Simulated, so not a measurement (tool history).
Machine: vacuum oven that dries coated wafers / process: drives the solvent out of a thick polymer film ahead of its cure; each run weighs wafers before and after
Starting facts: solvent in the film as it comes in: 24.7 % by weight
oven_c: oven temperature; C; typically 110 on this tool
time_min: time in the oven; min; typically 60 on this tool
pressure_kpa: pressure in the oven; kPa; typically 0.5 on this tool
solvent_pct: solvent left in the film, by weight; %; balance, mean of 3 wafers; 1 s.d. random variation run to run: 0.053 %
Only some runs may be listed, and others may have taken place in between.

| run | day | oven_c | time_min | pressure_kpa | solvent_pct |
|---|---|---|---|---|---|
| 1 | 0 | 110 | 60 | 0.5 | 2.28 |
| 2 | 0.771 | 110 | 60 | 0.5 | 2.29 |
| 3 | 1.5 | 110 | 60 | 0.5 | 2.23 |
| 4 | 2.8 | 110 | 90 | 0.5 | 1.03 |
| 5 | 3.708 | 110 | 90 | 0.5 | 0.92 |
| 6 | 4.742 | 110 | 90 | 0.5 | 0.9 |
|  | 4.933 | vacuum gauge cleaned of residue and calibrated |
| 7 | 6.179 | 110 | 90 | 0.883 | 1.24 |
| 8 | 7.492 | 110 | 90 | 0.883 | 1.33 |
| 9 | 8.733 | 110 | 65 | 0.883 | 2.34 |
| 10 | 9.317 | 109 | 33 | 0.495 | 6.22 |
| 11 | 10.604 | 120 | 33 | 0.495 | 2.81 |
|  | 12.05 | vacuum gauge cleaned of residue and calibrated, once more |
| 12 | 12.05 | 102 | 35 | 0.5 | 8.72 |
| 13 | 13.383 | 105 | 35 | 0.562 | 7.72 |
| 14 | 14.421 | 122 | 63 | 0.814 | 0.41 |
| 15 | 15.558 | 122 | 63 | 0.814 | 0.48 |

Predict each of these 4 candidate next runs independently; none follows another, all start after run 15:
| A | 16.812 | 110 | 85 | 0.5 | ? |
| B | 16.812 | 122 | 63 | 0.363 | ? |
| C | 16.812 | 107 | 56 | 0.814 | ? |
| D | 16.812 | 110 | 31 | 0.5 | ? |

| run | solvent_pct |
|---|---|
| A | 1.01 |
| B | 0.34 |
| C | 3.75 |
| D | 6.34 |
With the hidden condition removed and each run's random variation left untouched, the same runs would have given:
| run | solvent_pct |
|---|---|
| A | 0.78 |
| B | 0.25 |
| C | 3.2 |
| D | 5.67 |
